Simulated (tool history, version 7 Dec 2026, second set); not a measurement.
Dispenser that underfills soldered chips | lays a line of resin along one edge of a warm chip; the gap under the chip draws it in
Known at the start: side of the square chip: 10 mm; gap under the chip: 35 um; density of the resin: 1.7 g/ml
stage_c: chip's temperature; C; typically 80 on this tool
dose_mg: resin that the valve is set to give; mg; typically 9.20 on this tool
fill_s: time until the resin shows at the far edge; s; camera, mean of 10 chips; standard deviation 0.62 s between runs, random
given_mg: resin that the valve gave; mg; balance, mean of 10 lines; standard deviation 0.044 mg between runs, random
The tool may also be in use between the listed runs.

run 1 hour=0.0 | stage_c=80 dose_mg=9.20 | fill_s=73.7 given_mg=8.61
-- hour=4.8 new syringe of resin
run 2 hour=10.0 | stage_c=80 dose_mg=9.20 | fill_s=67.2 given_mg=8.51
-- hour=18.1 new syringe of resin
run 3 hour=19.1 | stage_c=80 dose_mg=9.20 | fill_s=61.5 given_mg=8.51
-- hour=22.8 dispensing valve cleaned and set on the balance
run 4 hour=24.9 | stage_c=80 dose_mg=9.20 | fill_s=70.2 given_mg=9.28
run 5 hour=31.4 | stage_c=80 dose_mg=11.10 | fill_s=82.2 given_mg=10.96
-- hour=32.4 new syringe of resin
run 6 hour=41.1 | stage_c=80 dose_mg=8.43 | fill_s=75.2 given_mg=8.28
-- hour=45.8 new syringe of resin
run 7 hour=48.5 | stage_c=80 dose_mg=9.20 | fill_s=63.5 given_mg=9.00
run 8 hour=52.8 | stage_c=80 dose_mg=9.20 | fill_s=73.5 given_mg=8.98
-- hour=59.3 new syringe of resin
run 9 hour=60.7 | stage_c=80 dose_mg=9.20 | fill_s=61.0 given_mg=8.85
run 10 hour=67.0 | stage_c=80 dose_mg=9.20 | fill_s=74.1 given_mg=8.84
-- hour=72.5 new syringe of resin
run 11 hour=75.8 | stage_c=80 dose_mg=9.20 | fill_s=64.6 given_mg=8.78
run 12 hour=80.0 | stage_c=80 dose_mg=9.20 | fill_s=72.9 given_mg=8.77
run 13 hour=84.9 | stage_c=75 dose_mg=10.82 | fill_s=101.3 given_mg=10.23
-- hour=85.8 new syringe of resin
run 14 hour=93.7 | stage_c=75 dose_mg=10.82 | fill_s=90.2 given_mg=10.20
-- hour=99.8 new syringe of resin
run 15 hour=100.9 | stage_c=79 dose_mg=11.71 | fill_s=64.7 given_mg=10.99
run 16 hour=107.6 | stage_c=79 dose_mg=11.71 | fill_s=77.4 given_mg=10.95
-- hour=113.1 new syringe of resin
run 17 hour=113.9 | stage_c=79 dose_mg=11.71 | fill_s=63.4 given_mg=10.79
run 18 hour=118.3 | stage_c=88 dose_mg=10.07 | fill_s=48.5 given_mg=9.34
run 19 hour=122.5 | stage_c=88 dose_mg=10.07 | fill_s=56.0 given_mg=9.24
-- hour=126.4 new syringe of resin
run 20 hour=127.5 | stage_c=88 dose_mg=10.07 | fill_s=43.6 given_mg=9.27
-- hour=133.6 dispensing valve cleaned and set on the balance
run 21 hour=135.0 | stage_c=72 dose_mg=8.55 | fill_s=106.9 given_mg=8.61
-- hour=141.1 new syringe of resin
run 22 hour=141.1 | stage_c=69 dose_mg=11.95 | fill_s=92.6 given_mg=11.99
run 23 hour=146.5 | stage_c=77 dose_mg=9.42 | fill_s=79.4 given_mg=9.29
-- hour=155.0 new syringe of resin
run 24 hour=155.5 | stage_c=78 dose_mg=8.31 | fill_s=67.4 given_mg=8.26

Here are 3 independent what-if runs from the current tool condition. What would each one return?
run A hour=162.7 | stage_c=80 dose_mg=10.96 | fill_s=? given_mg=?
run B hour=162.7 | stage_c=80 dose_mg=7.82 | fill_s=? given_mg=?
run C hour=162.7 | stage_c=76 dose_mg=9.20 | fill_s=? given_mg=?

run=A fill_s=75.9 given_mg=10.72
run=B fill_s=78.2 given_mg=7.72
run=C fill_s=90.3 given_mg=8.95
Take away the tool's hidden state, keep each run's random variation, and the runs would have read:
run=A fill_s=53.8 given_mg=10.95
run=B fill_s=55.0 given_mg=7.89
run=C fill_s=63.6 given_mg=9.15
